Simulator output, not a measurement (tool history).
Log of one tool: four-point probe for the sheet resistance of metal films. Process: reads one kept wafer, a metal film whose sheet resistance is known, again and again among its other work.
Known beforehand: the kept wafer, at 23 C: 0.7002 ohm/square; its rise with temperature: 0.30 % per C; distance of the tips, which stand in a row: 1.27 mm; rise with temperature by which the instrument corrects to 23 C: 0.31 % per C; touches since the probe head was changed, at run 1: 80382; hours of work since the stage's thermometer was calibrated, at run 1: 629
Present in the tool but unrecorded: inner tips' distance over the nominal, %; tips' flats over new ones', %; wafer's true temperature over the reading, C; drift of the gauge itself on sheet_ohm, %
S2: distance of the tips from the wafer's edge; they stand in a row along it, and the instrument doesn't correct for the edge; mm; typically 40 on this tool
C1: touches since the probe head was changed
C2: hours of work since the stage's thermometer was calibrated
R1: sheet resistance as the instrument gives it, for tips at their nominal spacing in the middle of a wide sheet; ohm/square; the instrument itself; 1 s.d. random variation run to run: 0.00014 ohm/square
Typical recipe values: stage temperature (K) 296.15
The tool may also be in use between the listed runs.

Run 1, hour 0: usual settings; C1 80382; C2 629. Result: R1 0.697344 ohm/square.
Run 2, hour 74.5: usual settings; C1 84503; C2 678. Result: R1 0.697419 ohm/square.
Run 3, hour 154.5: usual settings; C1 88925; C2 729. Result: R1 0.697314 ohm/square.
Run 4, hour 212.2: usual settings; C1 92118; C2 767. Result: R1 0.697165 ohm/square.
Run 5, hour 281.5: usual settings; C1 95950; C2 812. Result: R1 0.696987 ohm/square.
Run 6, hour 334.3: usual settings but S2 46 mm; C1 98870; C2 846. Result: R1 0.696558 ohm/square.
Run 7, hour 385.8: usual settings but S2 25 mm; C1 101721; C2 880. Result: R1 0.697128 ohm/square.
Run 8, hour 481.2: usual settings but stage temperature (K) 304.15; C1 106997; C2 941. Result: R1 0.695438 ohm/square.
Run 9, hour 564.6: usual settings but S2 18 mm; C1 111611; C2 996. Result: R1 0.697916 ohm/square.
Run 10, hour 656.1: usual settings but stage temperature (K) 292.15, S2 18 mm; C1 116671; C2 1055. Result: R1 0.697786 ohm/square.
Run 11, hour 725.6: usual settings but stage temperature (K) 295.15; C1 120512; C2 1100. Result: R1 0.695692 ohm/square.
At hour 806.6: new probe head fitted.
Run 12, hour 810: usual settings but stage temperature (K) 294.15; C1 188; C2 1154. Result: R1 0.69908 ohm/square.
Run 13, hour 900: usual settings but S2 14 mm; C1 5170; C2 1213. Result: R1 0.701537 ohm/square.
Run 14, hour 996.5: usual settings; C1 10505; C2 1275. Result: R1 0.698458 ohm/square.
Run 15, hour 1056.3: usual settings but S2 18 mm; C1 13810; C2 1314. Result: R1 0.699857 ohm/square.
Run 16, hour 1107.3: usual settings but S2 18 mm; C1 16632; C2 1347. Result: R1 0.699969 ohm/square.
Run 17, hour 1154.9: usual settings but stage temperature (K) 294.15, S2 18 mm; C1 19268; C2 1378. Result: R1 0.699948 ohm/square.
Run 18, hour 1238.4: usual settings but stage temperature (K) 294.15, S2 18 mm; C1 23887; C2 1432. Result: R1 0.699555 ohm/square.
Run 19, hour 1296.7: usual settings but stage temperature (K) 297.15, S2 12 mm; C1 27109; C2 1470. Result: R1 0.701431 ohm/square.
Run 20, hour 1337.7: usual settings but stage temperature (K) 294.15, S2 20 mm; C1 29377; C2 1497. Result: R1 0.699174 ohm/square.
Run 21, hour 1408.4: usual settings but stage temperature (K) 294.15, S2 20 mm; C1 33286; C2 1543. Result: R1 0.698902 ohm/square.
Run 22, hour 1484.6: usual settings but stage temperature (K) 294.15, S2 20 mm; C1 37501; C2 1592. Result: R1 0.698666 ohm/square.
At hour 1529.1: stage's thermometer calibrated.
Run 23, hour 1558.1: usual settings but stage temperature (K) 293.15, S2 4 mm; C1 41537; C2 19. Result: R1 0.732006 ohm/square.
Run 24, hour 1611.4: usual settings but stage temperature (K) 302.15, S2 10 mm; C1 44486; C2 53. Result: R1 0.70143 ohm/square.
Run 25, hour 1673.4: usual settings but stage temperature (K) 302.15, S2 10 mm; C1 47918; C2 94. Result: R1 0.700981 ohm/square.
Run 26, hour 1733.1: usual settings but stage temperature (K) 293.15, S2 46 mm; C1 51217; C2 132. Result: R1 0.696258 ohm/square.
Run 27, hour 1797.3: usual settings but S2 26 mm; C1 54770; C2 174. Result: R1 0.696348 ohm/square.
Run 28, hour 1879.5: usual settings but stage temperature (K) 304.15, S2 26 mm; C1 59318; C2 227. Result: R1 0.695643 ohm/square.
Run 29, hour 1926.8: usual settings but stage temperature (K) 307.15, S2 16 mm; C1 61934; C2 258. Result: R1 0.696373 ohm/square.
Run 30, hour 1978.1: usual settings but stage temperature (K) 303.15, S2 11 mm; C1 64771; C2 291. Result: R1 0.699342 ohm/square.
Run 31, hour 2062.8: usual settings but stage temperature (K) 292.15, S2 13 mm; C1 69453; C2 346. Result: R1 0.698843 ohm/square.
Run 32, hour 2116: usual settings but stage temperature (K) 295.15, S2 35 mm; C1 72398; C2 381. Result: R1 0.69531 ohm/square.
Run 33, hour 2170.5: usual settings but stage temperature (K) 295.15, S2 35 mm; C1 75412; C2 416. Result: R1 0.695073 ohm/square.
Run 34, hour 2213.9: usual settings but stage temperature (K) 295.15, S2 35 mm; C1 77812; C2 445. Result: R1 0.695242 ohm/square.
Run 35, hour 2287: usual settings but stage temperature (K) 295.15, S2 35 mm; C1 81853; C2 492. Result: R1 0.695051 ohm/square.

Below are 5 alternative next runs, each starting from the tool's condition after run 35. Predict each:
Run A, hour 2334.4: usual settings but stage temperature (K) 300.15, S2 8 mm; C1 84477; C2 523. Result: R1 ?.
Run B, hour 2334.4: usual settings but stage temperature (K) 298.15, S2 18 mm; C1 84477; C2 523. Result: R1 ?.
Run C, hour 2334.4: usual settings but stage temperature (K) 295.15; C1 84477; C2 523. Result: R1 ?.
Run D, hour 2334.4: usual settings but stage temperature (K) 295.15, S2 60 mm; C1 84477; C2 523. Result: R1 ?.
Run E, hour 2334.4: usual settings but S2 26 mm; C1 84477; C2 523. Result: R1 ?.

run        R1
  A  0.703259
  B  0.695939
  C  0.694527
  D  0.694653
  E   0.69532
What these runs would have given with no unlogged condition in the tool:
run        R1
  A  0.709266
  B  0.701886
  C  0.700461
  D  0.700588
  E  0.701261

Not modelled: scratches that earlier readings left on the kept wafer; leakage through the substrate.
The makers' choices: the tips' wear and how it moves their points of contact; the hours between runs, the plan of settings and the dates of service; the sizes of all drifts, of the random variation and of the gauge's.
